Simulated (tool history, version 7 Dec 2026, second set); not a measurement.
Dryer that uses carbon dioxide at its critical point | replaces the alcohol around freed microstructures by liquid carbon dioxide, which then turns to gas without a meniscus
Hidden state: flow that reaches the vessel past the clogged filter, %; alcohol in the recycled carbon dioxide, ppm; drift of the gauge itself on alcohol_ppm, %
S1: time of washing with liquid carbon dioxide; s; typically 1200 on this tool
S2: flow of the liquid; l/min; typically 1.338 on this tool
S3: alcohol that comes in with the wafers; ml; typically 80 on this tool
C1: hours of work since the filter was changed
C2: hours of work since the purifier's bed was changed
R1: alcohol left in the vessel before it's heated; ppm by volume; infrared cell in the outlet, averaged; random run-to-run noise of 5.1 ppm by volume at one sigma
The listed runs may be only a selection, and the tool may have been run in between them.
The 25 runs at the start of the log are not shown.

run	day	S1	S2	S3	C1	C2	R1
26	18.079	1140	2.240	51	110	312	37
27	19.008	1320	1.250	60	119	321	78
28	19.579	1320	1.250	60	126	327	96
29	20.296	1320	1.250	60	133	335	91
30	21.338	900	0.830	80	144	346	1831
31	22.404	900	2.050	48	155	357	61
32	22.946	780	1.700	53	161	363	195
33	23.992	1440	1.338	80	172	374	65
34	24.950	1500	1.338	80	182	384	68
35	26.046	1020	1.690	80	194	395	117
36	27.162	1020	2.200	90	205	407	54
37	28.092	1320	1.910	80	215	417	48
38	28.862	1140	1.860	110	223	425	80
39	29.821	1380	1.560	65	233	435	61
40	30.788	1560	2.160	80	243	445	42
41	31.608	1020	1.380	79	252	454	309
# day 31.808: inlet filter changed
42	32.550	1320	2.180	80	8	463	46
43	33.108	1080	1.240	81	14	469	193
44	33.671	1080	1.240	81	20	475	207
45	34.358	1080	1.240	81	27	482	205
46	35.021	1020	2.010	81	34	489	53

4 ways to go on from here, each from the tool as it stands after run 46. What would each give?
A	35.658	1200	1.338	37	40	496	?
B	35.658	1020	1.230	81	40	496	?
C	35.658	1200	1.710	80	40	496	?
D	35.658	720	1.338	52	40	496	?

run	R1
A	79
B	287
C	54
D	466
With no hidden state in the tool, these same runs would have given:
run	R1
A	33
B	210
C	11
D	375
